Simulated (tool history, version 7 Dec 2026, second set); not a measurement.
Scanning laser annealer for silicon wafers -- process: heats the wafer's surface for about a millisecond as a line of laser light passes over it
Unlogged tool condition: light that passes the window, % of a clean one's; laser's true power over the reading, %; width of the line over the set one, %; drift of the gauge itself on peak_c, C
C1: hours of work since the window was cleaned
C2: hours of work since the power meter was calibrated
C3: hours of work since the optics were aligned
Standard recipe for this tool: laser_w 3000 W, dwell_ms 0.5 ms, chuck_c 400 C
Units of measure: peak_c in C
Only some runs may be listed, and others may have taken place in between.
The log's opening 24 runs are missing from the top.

{"run": 25, "hour": 456.6, "laser_w": 2620, "dwell_ms": 0.488, "chuck_c": 400, "C1": 76, "C2": 210, "C3": 163, "peak_c": 976}
{"run": 26, "hour": 479.5, "laser_w": 2620, "dwell_ms": 0.488, "chuck_c": 400, "C1": 86, "C2": 220, "C3": 173, "peak_c": 980}
{"run": 27, "hour": 493.1, "laser_w": 2620, "dwell_ms": 0.488, "chuck_c": 400, "C1": 92, "C2": 226, "C3": 179, "peak_c": 977}
{"run": 28, "hour": 515.7, "laser_w": 2936, "dwell_ms": 0.467, "chuck_c": 407, "C1": 102, "C2": 236, "C3": 189, "peak_c": 1051}
{"run": 29, "hour": 536.4, "laser_w": 2936, "dwell_ms": 0.467, "chuck_c": 407, "C1": 111, "C2": 245, "C3": 198, "peak_c": 1053}
{"run": 30, "hour": 552.5, "laser_w": 3088, "dwell_ms": 0.398, "chuck_c": 404, "C1": 118, "C2": 252, "C3": 205, "peak_c": 1030}
{"run": 31, "hour": 573.2, "laser_w": 2711, "dwell_ms": 0.355, "chuck_c": 400, "C1": 127, "C2": 261, "C3": 214, "peak_c": 907}
{"run": 32, "hour": 585.5, "laser_w": 2657, "dwell_ms": 0.355, "chuck_c": 412, "C1": 133, "C2": 267, "C3": 219, "peak_c": 908}
{"run": 33, "hour": 608.1, "laser_w": 2657, "dwell_ms": 0.355, "chuck_c": 412, "C1": 143, "C2": 277, "C3": 229, "peak_c": 907}
{"run": 34, "hour": 619.4, "laser_w": 3034, "dwell_ms": 0.52, "chuck_c": 400, "C1": 148, "C2": 282, "C3": 234, "peak_c": 1102}
{"run": 35, "hour": 637.5, "laser_w": 2861, "dwell_ms": 0.45, "chuck_c": 386, "C1": 156, "C2": 290, "C3": 242, "peak_c": 996}

4 options for the next run, each taken on its own from the tool as it stands now. Forecast them:
{"run": "A", "hour": 648.0, "laser_w": 2886, "dwell_ms": 0.55, "chuck_c": 421, "C1": 160, "C2": 294, "C3": 247, "peak_c": "?"}
{"run": "B", "hour": 648.0, "laser_w": 3299, "dwell_ms": 0.5, "chuck_c": 408, "C1": 160, "C2": 294, "C3": 247, "peak_c": "?"}
{"run": "C", "hour": 648.0, "laser_w": 3291, "dwell_ms": 0.5, "chuck_c": 400, "C1": 160, "C2": 294, "C3": 247, "peak_c": "?"}
{"run": "D", "hour": 648.0, "laser_w": 3062, "dwell_ms": 0.5, "chuck_c": 400, "C1": 160, "C2": 294, "C3": 247, "peak_c": "?"}

run=A peak_c=1105
run=B peak_c=1164
run=C peak_c=1158
run=D peak_c=1099
Stripped of hidden state, with their random variation kept, the same runs would have yielded:
run=A peak_c=1129
run=B peak_c=1190
run=C peak_c=1184
run=D peak_c=1123
